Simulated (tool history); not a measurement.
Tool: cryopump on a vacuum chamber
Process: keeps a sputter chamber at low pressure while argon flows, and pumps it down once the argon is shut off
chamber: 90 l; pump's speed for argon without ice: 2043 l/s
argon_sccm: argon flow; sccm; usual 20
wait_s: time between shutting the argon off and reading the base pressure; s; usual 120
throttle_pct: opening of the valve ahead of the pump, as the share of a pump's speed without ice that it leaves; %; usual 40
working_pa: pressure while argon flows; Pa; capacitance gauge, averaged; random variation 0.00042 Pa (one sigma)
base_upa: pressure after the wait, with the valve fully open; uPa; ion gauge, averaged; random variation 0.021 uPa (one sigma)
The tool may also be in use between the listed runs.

run	hour	argon_sccm	wait_s	throttle_pct	working_pa	base_upa
1	0.0	20	120	40	0.0445	1.30
2	40.1	20	120	40	0.0451	1.31
3	59.4	20	120	40	0.0452	1.32
4	99.4	20	120	40	0.0453	1.36
5	120.9	20	120	40	0.0451	1.39
6	151.0	20	120	40	0.0444	1.42
7	178.6	20	120	22	0.0788	1.37
8	216.4	20	120	22	0.0791	1.45
9	241.9	20	120	22	0.0795	1.44
10	279.2	20	120	33	0.0534	1.45
11	299.5	20	141	40	0.0453	1.42
12	327.5	20	120	24	0.0733	1.56
13	370.0	20	120	21	0.0830	1.54
14	399.3	20	120	21	0.0834	1.58
15	428.5	20	120	21	0.0832	1.58
16	455.6	20	120	21	0.0846	1.59
17	479.2	22	50	36	0.0558	2.07
18	501.6	20	46	27	0.0663	2.14
19	544.2	9	233	19	0.0418	1.48
20	563.4	20	264	20	0.0874	1.51
21	596.6	20	264	20	0.0879	1.59
22	626.3	20	264	20	0.0881	1.62
# hour 652.2: leaking fittings of the chamber tightened, without venting
23	652.2	20	120	54	0.0360	0.53
24	692.3	19	30	29	0.0600	1.50
25	725.7	17	30	29	0.0533	1.47
26	751.0	15	26	40	0.0355	1.69
27	787.1	35	43	37	0.0890	1.21
# hour 799.0: pump warmed up, emptied and cooled again
28	828.4	35	43	37	0.0787	1.11
29	870.3	22	214	15	0.1208	0.42
30	908.7	9	221	17	0.0447	0.44
31	944.6	15	131	53	0.0237	0.57

Forecast each of these 5 alternatives for the next run:
A	988.1	12	90	53	?	?
B	988.1	35	211	40	?	?
C	988.1	16	102	16	?	?
D	988.1	22	131	47	?	?
E	988.1	10	120	40	?	?

run	working_pa	base_upa
A	0.0189	0.74
B	0.0738	0.55
C	0.0829	0.69
D	0.0392	0.62
E	0.0204	0.66
Without the tool's hidden state the same runs would have given:
run	working_pa	base_upa
A	0.0184	0.56
B	0.0725	0.36
C	0.0823	0.51
D	0.0384	0.44
E	0.0200	0.47

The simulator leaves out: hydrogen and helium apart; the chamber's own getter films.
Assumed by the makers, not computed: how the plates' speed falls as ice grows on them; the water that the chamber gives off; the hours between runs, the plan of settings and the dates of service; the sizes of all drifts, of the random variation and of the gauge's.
